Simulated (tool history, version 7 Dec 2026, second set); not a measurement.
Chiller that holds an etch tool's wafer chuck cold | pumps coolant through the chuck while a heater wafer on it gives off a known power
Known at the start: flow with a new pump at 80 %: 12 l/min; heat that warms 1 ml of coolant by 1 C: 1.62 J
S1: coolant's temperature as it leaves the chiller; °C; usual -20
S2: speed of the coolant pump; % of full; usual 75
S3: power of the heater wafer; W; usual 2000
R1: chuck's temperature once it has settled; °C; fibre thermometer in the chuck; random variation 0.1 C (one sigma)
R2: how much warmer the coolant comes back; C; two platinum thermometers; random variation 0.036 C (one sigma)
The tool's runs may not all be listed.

Run 1, hour 0: usual settings. Result: R1 -5.7 °C, R2 6.47 C.
Run 2, hour 76.6: usual settings. Result: R1 -5.5 °C, R2 6.56 C.
Run 3, hour 174.5: usual settings but S3 1058 W. Result: R1 -12.4 °C, R2 3.44 C.
At hour 263.7: coolant changed, channels flushed.
At hour 294.8: chiller's thermometer calibrated.
Run 4, hour 294.8: usual settings but S3 1058 W. Result: R1 -12.1 °C, R2 3.46 C.
Run 5, hour 445.3: usual settings but S2 83 % of full, S3 1058 W. Result: R1 -12.7 °C, R2 3.08 C.
Run 6, hour 517.6: usual settings but S2 83 % of full, S3 1058 W. Result: R1 -12.6 °C, R2 3.1 C.
Run 7, hour 602.8: usual settings but S3 1058 W. Result: R1 -12.3 °C, R2 3.42 C.
Run 8, hour 743.4: usual settings but S3 1058 W. Result: R1 -12.4 °C, R2 3.41 C.
Run 9, hour 886.3: usual settings but S3 1058 W. Result: R1 -12.4 °C, R2 3.44 C.
Run 10, hour 951: usual settings but S3 1058 W. Result: R1 -12.3 °C, R2 3.46 C.
Run 11, hour 1050.4: usual settings but S3 1058 W. Result: R1 -12.2 °C, R2 3.42 C.
Run 12, hour 1130.1: usual settings but S3 1143 W. Result: R1 -11.7 °C, R2 3.67 C.
Run 13, hour 1195.3: usual settings but S3 1143 W. Result: R1 -11.7 °C, R2 3.71 C.
Run 14, hour 1318.8: usual settings but S3 2558 W. Result: R1 -1.6 °C, R2 8.39 C.
Run 15, hour 1404.6: usual settings but S3 2558 W. Result: R1 -1.6 °C, R2 8.32 C.
Run 16, hour 1513.3: usual settings but S1 -27 °C, S2 69 % of full. Result: R1 -12 °C, R2 7.01 C.
Run 17, hour 1644.7: usual settings but S1 -16 °C, S2 91 % of full, S3 1833 W. Result: R1 -4.1 °C, R2 4.89 C.
Run 18, hour 1734.1: usual settings but S2 61 % of full. Result: R1 -3.7 °C, R2 7.97 C.
Run 19, hour 1884.9: usual settings but S1 -26 °C, S2 66 % of full. Result: R1 -10.3 °C, R2 7.31 C.
Run 20, hour 2012: usual settings but S1 -26 °C, S2 66 % of full, S3 1137 W. Result: R1 -17.1 °C, R2 4.11 C.
Run 21, hour 2118.5: usual settings but S1 -26 °C, S2 62 % of full. Result: R1 -9.9 °C, R2 7.82 C.
Run 22, hour 2196.4: usual settings but S1 -26 °C, S2 93 % of full. Result: R1 -13.3 °C, R2 5.13 C.
Run 23, hour 2289.1: usual settings but S1 -26 °C, S2 93 % of full. Result: R1 -13.1 °C, R2 5.16 C.
Run 24, hour 2370.4: usual settings but S1 -25 °C, S2 88 % of full, S3 1601 W. Result: R1 -14.6 °C, R2 4.31 C.
Run 25, hour 2458: usual settings but S1 -28 °C, S2 65 % of full. Result: R1 -12.4 °C, R2 7.38 C.
Run 26, hour 2608.3: usual settings but S1 -28 °C, S2 65 % of full. Result: R1 -12.3 °C, R2 7.43 C.
Run 27, hour 2721: usual settings but S1 -25 °C, S2 65 % of full, S3 2090 W. Result: R1 -8.6 °C, R2 7.73 C.
At hour 2759.3: chiller's thermometer calibrated.
Run 28, hour 2802.9: usual settings but S1 -21 °C. Result: R1 -6.6 °C, R2 6.35 C.

The same runs without the tool's hidden state, with the same run-to-run variation:
The hidden state here: heat passed by the chuck's channels, % of clean ones'; flow at a given pump speed, % of a new pump's; coolant's true temperature over the reading, C; drift of the gauge itself on chuck_c, C; drift of the gauge itself on warmer_back_c, C.
run    R2
  1  6.47
  2  6.56
  3  3.45
  4  3.48
  5  3.11
  6  3.13
  7  3.46
  8  3.46
  9   3.5
 10  3.53
 11  3.49
 12  3.75
 13  3.79
 14  8.48
 15  8.41
 16  7.11
 17     5
 18  8.09
 19  7.43
 20  4.24
 21  7.95
 22  5.27
 23  5.31
 24  4.47
 25  7.55
 26   7.6
 27  7.91
 28  6.53
R1: within 0.1 °C of the measured result in every run.
